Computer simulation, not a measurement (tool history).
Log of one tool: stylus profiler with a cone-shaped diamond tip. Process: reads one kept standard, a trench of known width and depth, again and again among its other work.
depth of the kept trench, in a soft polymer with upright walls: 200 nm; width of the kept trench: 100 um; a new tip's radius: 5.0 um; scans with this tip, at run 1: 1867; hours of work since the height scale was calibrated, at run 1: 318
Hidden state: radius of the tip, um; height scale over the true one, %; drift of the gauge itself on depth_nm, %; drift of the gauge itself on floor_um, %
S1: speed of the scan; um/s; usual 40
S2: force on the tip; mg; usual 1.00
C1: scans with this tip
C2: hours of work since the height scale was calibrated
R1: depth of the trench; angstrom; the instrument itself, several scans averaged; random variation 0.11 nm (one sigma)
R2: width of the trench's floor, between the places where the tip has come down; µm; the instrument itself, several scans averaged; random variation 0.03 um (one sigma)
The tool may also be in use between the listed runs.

| run | hour | S1 | S2 | C1 | C2 | R1 | R2 |
|---|---|---|---|---|---|---|---|
| 1 | 0.0 | 40 | 1.00 | 1867 | 318 | 2006.1 | 97.01 |
| 2 | 14.9 | 40 | 1.00 | 1905 | 324 | 2006.8 | 97.01 |
| 3 | 30.2 | 40 | 1.00 | 1945 | 331 | 2007.6 | 96.99 |
| 4 | 48.2 | 18 | 1.00 | 1991 | 339 | 2008.1 | 97.14 |
| 5 | 57.4 | 18 | 1.00 | 2015 | 343 | 2005.8 | 97.14 |
| 6 | 72.4 | 18 | 1.13 | 2054 | 349 | 2008.2 | 97.11 |
| 7 | 86.1 | 40 | 0.40 | 2090 | 356 | 2003.5 | 96.97 |
| 8 | 98.8 | 90 | 1.00 | 2122 | 361 | 2007.4 | 96.82 |
| 9 | 114.3 | 90 | 1.00 | 2162 | 368 | 2007.1 | 96.86 |
| 10 | 122.2 | 90 | 1.00 | 2183 | 371 | 2006.1 | 96.83 |
| 11 | 140.4 | 90 | 1.00 | 2230 | 379 | 2008.7 | 96.84 |
| 12 | 154.9 | 90 | 1.23 | 2268 | 386 | 2008.0 | 96.90 |
| 13 | 166.5 | 40 | 0.81 | 2298 | 391 | 2004.6 | 97.03 |
| 14 | 179.1 | 40 | 0.81 | 2330 | 396 | 2004.6 | 97.02 |
| 15 | 194.3 | 40 | 0.81 | 2369 | 403 | 2008.1 | 97.04 |
| 16 | 205.8 | 131 | 1.00 | 2399 | 408 | 2005.8 | 96.69 |
| 17 | 214.6 | 131 | 1.00 | 2422 | 412 | 2006.1 | 96.69 |
| 18 | 227.8 | 131 | 1.00 | 2456 | 418 | 2006.2 | 96.70 |
| 19 | 241.8 | 40 | 1.00 | 2492 | 424 | 2006.3 | 97.06 |
| 20 | 250.2 | 40 | 1.00 | 2514 | 428 | 2006.2 | 97.06 |
| 21 | 267.9 | 40 | 1.00 | 2560 | 436 | 2007.4 | 97.07 |
| 22 | 279.7 | 40 | 1.00 | 2590 | 441 | 2006.1 | 97.05 |
| 23 | 292.5 | 40 | 1.00 | 2624 | 446 | 2008.5 | 97.11 |
| 24 | 302.7 | 54 | 1.00 | 2650 | 451 | 2006.0 | 96.95 |
| 25 | 317.7 | 54 | 1.00 | 2689 | 457 | 2007.6 | 96.97 |
| 26 | 326.8 | 15 | 0.95 | 2712 | 462 | 2003.7 | 97.16 |
| 27 | 337.1 | 22 | 1.46 | 2739 | 466 | 2008.8 | 97.13 |
| 28 | 349.9 | 22 | 1.46 | 2772 | 472 | 2007.0 | 97.11 |
| 29 | 367.8 | 42 | 1.45 | 2819 | 480 | 2010.7 | 97.11 |
| 30 | 382.1 | 34 | 2.68 | 2856 | 486 | 2012.5 | 97.14 |
| 31 | 398.2 | 34 | 2.68 | 2897 | 493 | 2013.7 | 97.10 |
| 32 | 412.0 | 29 | 0.65 | 2933 | 499 | 2005.0 | 97.09 |
| 33 | 423.8 | 144 | 0.34 | 2964 | 504 | 2005.1 | 96.24 |
| 34 | 440.2 | 58 | 0.50 | 3006 | 511 | 2005.0 | 96.86 |
| 35 | 450.4 | 58 | 0.50 | 3032 | 516 | 2004.1 | 96.87 |

Forecast run 36:
| 36 | 463.9 | 25 | 0.80 | 3067 | 522 | ? | ? |

R1: 2006.2 angstrom
R2: 97.13 µm
Without the tool's hidden state the same run would have given R1 2006.1 angstrom, R2 97.13 µm.

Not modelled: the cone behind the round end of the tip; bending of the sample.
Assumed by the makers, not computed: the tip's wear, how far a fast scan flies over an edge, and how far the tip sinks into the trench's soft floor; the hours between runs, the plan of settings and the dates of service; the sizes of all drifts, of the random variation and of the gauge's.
